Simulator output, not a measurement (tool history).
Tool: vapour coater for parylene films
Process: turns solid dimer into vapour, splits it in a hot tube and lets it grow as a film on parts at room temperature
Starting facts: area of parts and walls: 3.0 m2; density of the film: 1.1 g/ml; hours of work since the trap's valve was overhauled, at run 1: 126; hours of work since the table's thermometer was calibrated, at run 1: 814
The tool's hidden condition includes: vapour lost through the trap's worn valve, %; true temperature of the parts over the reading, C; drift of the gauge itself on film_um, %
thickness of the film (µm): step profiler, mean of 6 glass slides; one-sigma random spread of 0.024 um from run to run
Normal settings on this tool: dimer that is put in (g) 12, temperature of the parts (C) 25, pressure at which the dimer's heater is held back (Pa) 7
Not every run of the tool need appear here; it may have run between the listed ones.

| run | hour | dimer that is put in (g) | temperature of the parts (C) | pressure at which the dimer's heater is held back (Pa) | hours of work since the trap's valve was overhauled | hours of work since the table's thermometer was calibrated | thickness of the film (µm) |
|---|---|---|---|---|---|---|---|
| 1 | 0 | 12 | 25 | 7 | 126 | 814 | 1.61 |
|  | 15.8 | table's thermometer calibrated |
| 2 | 36.2 | 12 | 25 | 7 | 154 | 16 | 1.61 |
| 3 | 69.6 | 12 | 25 | 7 | 180 | 43 | 1.58 |
| 4 | 101.6 | 12 | 25 | 7 | 206 | 68 | 1.62 |
| 5 | 126.8 | 12 | 25 | 7 | 226 | 88 | 1.64 |
| 6 | 150.2 | 10 | 25 | 7 | 244 | 107 | 1.31 |
| 7 | 177 | 12 | 25 | 5.69 | 266 | 128 | 1.6 |
| 8 | 209.6 | 12 | 25 | 5.69 | 292 | 154 | 1.58 |
| 9 | 237.7 | 12 | 25 | 5.69 | 314 | 177 | 1.61 |
| 10 | 254.6 | 12 | 25 | 7 | 328 | 190 | 1.5 |
| 11 | 283.6 | 12 | 25 | 7 | 351 | 213 | 1.48 |
|  | 311.8 | trap's valve overhauled |
| 12 | 321.2 | 7 | 19 | 10.54 | 8 | 240 | 0.99 |
| 13 | 346.9 | 7 | 19 | 11.03 | 28 | 260 | 0.99 |
| 14 | 366.8 | 7 | 17 | 7 | 44 | 276 | 1.16 |
| 15 | 387.1 | 17 | 25 | 2.99 | 60 | 292 | 2.95 |
| 16 | 415.9 | 17 | 25 | 2.99 | 83 | 315 | 2.9 |
| 17 | 434.2 | 17 | 25 | 2.99 | 97 | 330 | 2.83 |
| 18 | 460.2 | 17 | 25 | 2.99 | 118 | 350 | 2.87 |
| 19 | 489.3 | 17 | 21 | 4.34 | 141 | 374 | 2.72 |
| 20 | 507.3 | 8 | 23 | 2.83 | 156 | 388 | 1.42 |

The next listed run, before its measurement:
| 21 | 539.6 | 19 | 25 | 7 | 181 | 414 | ? |

Logged for run 21: thickness of the film (µm) 2.51.
With no hidden state in the tool, this same run would have given thickness of the film (µm) 2.71.
